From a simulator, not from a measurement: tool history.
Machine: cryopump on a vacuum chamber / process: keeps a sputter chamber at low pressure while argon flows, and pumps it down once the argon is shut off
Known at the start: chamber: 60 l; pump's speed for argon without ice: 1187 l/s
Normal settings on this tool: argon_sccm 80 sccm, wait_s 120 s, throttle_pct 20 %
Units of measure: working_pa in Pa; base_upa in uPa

run,hour,argon_sccm,wait_s,throttle_pct,working_pa,base_upa
1,0,80,120,20,0.5841,1.55
2,87.7,80,120,20,0.5852,1.65
3,135.7,80,120,37,0.3255,1.68
4,187.5,80,120,37,0.3246,1.8
5,293.5,80,120,32,0.3725,1.8
6,376.6,80,120,20,0.5897,1.98
7,457.8,80,24,20,0.5849,4.08
# hour 538.3: pump warmed up, emptied and cooled again
8,559.7,80,120,20,0.5686,1.91
9,635.6,80,120,20,0.5745,1.98
10,683.5,80,120,20,0.572,1.99
11,775.2,55,257,20,0.3951,1.82
12,868.9,80,120,27,0.4288,2.1
13,957.4,80,49,39,0.2988,3.02
14,1072.8,84,120,49,0.255,2.35
15,1162.3,84,120,49,0.2542,2.41
16,1211.6,64,120,49,0.1957,2.4
17,1308.3,64,120,49,0.1956,2.55
18,1373.9,101,120,39,0.3851,2.56
19,1478.7,80,161,23,0.512,2.59

4 options for the next run, each taken on its own from the tool as it stands now. Forecast them:
A,1595.2,80,114,18,?,?
B,1595.2,80,31,16,?,?
C,1595.2,92,150,23,?,?
D,1595.2,46,57,19,?,?

run,working_pa,base_upa
A,0.6499,2.89
B,0.7267,4.29
C,0.5901,2.69
D,0.3555,3.42
Had the tool no hidden state, the same runs would have come out as:
run,working_pa,base_upa
A,0.6326,0.78
B,0.7094,2.18
C,0.5702,0.63
D,0.3455,1.3

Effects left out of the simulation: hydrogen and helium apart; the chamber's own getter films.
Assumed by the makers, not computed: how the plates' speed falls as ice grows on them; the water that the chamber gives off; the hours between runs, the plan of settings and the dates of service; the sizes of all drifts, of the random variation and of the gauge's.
